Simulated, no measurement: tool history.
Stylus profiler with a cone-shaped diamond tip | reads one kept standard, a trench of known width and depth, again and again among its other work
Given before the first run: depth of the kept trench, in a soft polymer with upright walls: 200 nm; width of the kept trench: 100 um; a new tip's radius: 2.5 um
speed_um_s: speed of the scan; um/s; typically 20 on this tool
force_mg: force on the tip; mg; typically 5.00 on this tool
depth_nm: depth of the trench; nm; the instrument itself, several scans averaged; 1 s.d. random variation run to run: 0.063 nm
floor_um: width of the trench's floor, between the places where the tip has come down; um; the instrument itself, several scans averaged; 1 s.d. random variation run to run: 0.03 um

run,day,speed_um_s,force_mg,depth_nm,floor_um
1,0.000,20,5.00,204.27,97.00
2,2.021,20,5.00,204.29,97.01
3,4.154,20,5.00,204.15,97.02
4,5.892,20,5.00,204.13,97.01
5,6.900,20,5.00,204.15,96.91
6,8.567,20,5.00,204.10,96.96
7,10.375,20,5.00,204.12,96.92
8,11.967,20,5.00,204.14,96.92
9,13.712,20,5.00,204.08,96.89
10,15.000,20,3.77,203.17,96.76
# day 15.538: new tip fitted, height scale calibrated
11,17.225,20,3.77,203.91,98.00
12,19.092,20,4.93,204.65,97.91
13,20.704,20,4.93,204.76,97.86
14,22.262,20,4.93,204.67,97.83
15,24.425,17,9.10,206.91,97.81
16,26.008,18,3.60,203.81,97.70
17,27.733,11,2.82,203.21,97.73
18,29.246,11,2.82,203.05,97.72
19,31.471,55,2.02,202.48,97.57
20,33.742,8,3.70,203.78,97.59
21,35.296,8,3.70,203.80,97.61
22,36.554,8,3.70,203.63,97.49
23,38.317,45,9.10,206.82,97.46
24,40.054,45,9.10,206.77,97.46
25,41.225,7,8.29,206.30,97.43

Pick out some run-to-run changes in depth_nm. Of each, how much would a tool without hidden state show as well, from the settings, what came in and chance, and how much is left for the hidden state and any gauge scatter not in both results compared?
Hidden state present: radius of the tip, um; height scale over the true one, %; drift of the gauge itself on depth_nm, %; drift of the gauge itself on floor_um, %.
Run 5 -> 6: no setting touched and nothing written in the log between the runs. depth_nm -0.05 nm: hidden state -0.03, all else -0.02.
Run 10 -> 11: new tip fitted, height scale calibrated. depth_nm +0.74 nm: hidden state +0.66, all else +0.08.
Run 15 -> 16: speed_um_s 17 -> 18, force_mg 9.10 -> 3.60. depth_nm -3.10 nm: hidden state -0.02, all else -3.08.
Run 22 -> 23: speed_um_s 8 -> 45, force_mg 3.70 -> 9.10. depth_nm +3.19 nm: hidden state -0.02, all else +3.21.
